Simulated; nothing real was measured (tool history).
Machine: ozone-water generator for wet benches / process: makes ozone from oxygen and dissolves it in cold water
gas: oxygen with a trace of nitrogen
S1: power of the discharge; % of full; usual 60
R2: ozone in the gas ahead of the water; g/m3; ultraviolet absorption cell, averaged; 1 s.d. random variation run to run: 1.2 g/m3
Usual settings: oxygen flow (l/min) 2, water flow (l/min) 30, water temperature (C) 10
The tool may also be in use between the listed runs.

Run 1, hour 0: usual settings. Result: dissolved ozone (ppm) 8.6, R2 213.9 g/m3.
Run 2, hour 65.1: usual settings. Result: dissolved ozone (ppm) 8.5, R2 211.6 g/m3.
Run 3, hour 159.7: usual settings. Result: dissolved ozone (ppm) 8.7, R2 210.7 g/m3.
Run 4, hour 229.2: usual settings. Result: dissolved ozone (ppm) 8.5, R2 210.5 g/m3.
Run 5, hour 275.9: usual settings but oxygen flow (l/min) 2.41. Result: dissolved ozone (ppm) 9.1, R2 190.4 g/m3.
Run 6, hour 333.3: usual settings but oxygen flow (l/min) 2.41. Result: dissolved ozone (ppm) 8.7, R2 188.8 g/m3.
Run 7, hour 388.4: usual settings but oxygen flow (l/min) 2.41. Result: dissolved ozone (ppm) 9.2, R2 189.6 g/m3.
Run 8, hour 487.7: usual settings but oxygen flow (l/min) 2.28. Result: dissolved ozone (ppm) 8.8, R2 196 g/m3.
Run 9, hour 561.7: usual settings but oxygen flow (l/min) 2.28. Result: dissolved ozone (ppm) 9, R2 196.1 g/m3.
Run 10, hour 622.8: usual settings but oxygen flow (l/min) 2.28. Result: dissolved ozone (ppm) 8.7, R2 194.4 g/m3.
Run 11, hour 693.1: usual settings but oxygen flow (l/min) 2.28. Result: dissolved ozone (ppm) 8.9, R2 193.2 g/m3.
Run 12, hour 759.5: usual settings but oxygen flow (l/min) 2.28. Result: dissolved ozone (ppm) 8.9, R2 192.9 g/m3.
Run 13, hour 819.5: usual settings but oxygen flow (l/min) 1.76. Result: dissolved ozone (ppm) 8.3, R2 226.6 g/m3.
Run 14, hour 895.6: usual settings but oxygen flow (l/min) 1.76. Result: dissolved ozone (ppm) 8.2, R2 224.4 g/m3.
Run 15, hour 951.4: usual settings but oxygen flow (l/min) 1.04, water flow (l/min) 26. Result: dissolved ozone (ppm) 8.1, R2 299.9 g/m3.
Run 16, hour 1030.7: usual settings but oxygen flow (l/min) 1.04, water flow (l/min) 26. Result: dissolved ozone (ppm) 7.9, R2 299.5 g/m3.
Run 17, hour 1117.4: usual settings but S1 92 % of full, water temperature (C) 6. Result: dissolved ozone (ppm) 11.8, R2 280.5 g/m3.
Run 18, hour 1167.1: usual settings but S1 59 % of full. Result: dissolved ozone (ppm) 8.5, R2 205.8 g/m3.
At hour 1191.4: water thermometer calibrated.
Run 19, hour 1247.2: usual settings but S1 98 % of full, oxygen flow (l/min) 1.17. Result: dissolved ozone (ppm) 10.2, R2 396.5 g/m3.
Run 20, hour 1304.4: usual settings but S1 94 % of full, oxygen flow (l/min) 1.74, water flow (l/min) 31. Result: dissolved ozone (ppm) 10.9, R2 304.8 g/m3.
Run 21, hour 1395.3: usual settings but S1 94 % of full, oxygen flow (l/min) 1.74, water flow (l/min) 31. Result: dissolved ozone (ppm) 10.9, R2 309.7 g/m3.
Run 22, hour 1465.9: usual settings but S1 94 % of full, oxygen flow (l/min) 1.74, water flow (l/min) 31. Result: dissolved ozone (ppm) 10.9, R2 308.8 g/m3.
Run 23, hour 1522.5: usual settings but S1 77 % of full, oxygen flow (l/min) 3.39, water flow (l/min) 26, water temperature (C) 11. Result: dissolved ozone (ppm) 13.3, R2 184.8 g/m3.
Run 24, hour 1616.6: usual settings but S1 48 % of full, water temperature (C) 8. Result: dissolved ozone (ppm) 7.5, R2 175.7 g/m3.
Run 25, hour 1657: usual settings but S1 48 % of full, water temperature (C) 8. Result: dissolved ozone (ppm) 7.5, R2 175 g/m3.
Run 26, hour 1731.5: usual settings but S1 48 % of full, water temperature (C) 8. Result: dissolved ozone (ppm) 7.5, R2 173.3 g/m3.
Run 27, hour 1771.5: usual settings but S1 48 % of full, water flow (l/min) 40, water temperature (C) 8. Result: dissolved ozone (ppm) 5.4, R2 175.2 g/m3.

Each row is a separate what-if for the run after 27, all from the same tool condition, not one after another. Results?
At hour 1826.8: gauge calibrated.
Run A, hour 1836.7: usual settings but S1 48 % of full, water flow (l/min) 40, water temperature (C) 13. Result: dissolved ozone (ppm) ?, R2 ?.
At hour 1826.8: gauge calibrated.
Run B, hour 1836.7: usual settings but S1 44 % of full, water temperature (C) 18. Result: dissolved ozone (ppm) ?, R2 ?.
At hour 1826.8: gauge calibrated.
Run C, hour 1836.7: usual settings but S1 48 % of full, water flow (l/min) 28, water temperature (C) 8. Result: dissolved ozone (ppm) ?, R2 ?.

run  dissolved ozone (ppm)     R2
  A                    5.5  181.8
  B                    6.5  168.6
  C                    7.8  179.9
Take away the tool's hidden state, keep each run's random variation, and the runs would have read:
run  dissolved ozone (ppm)     R2
  A                    5.5  182.1
  B                    6.5  168.8
  C                    7.9  180.2
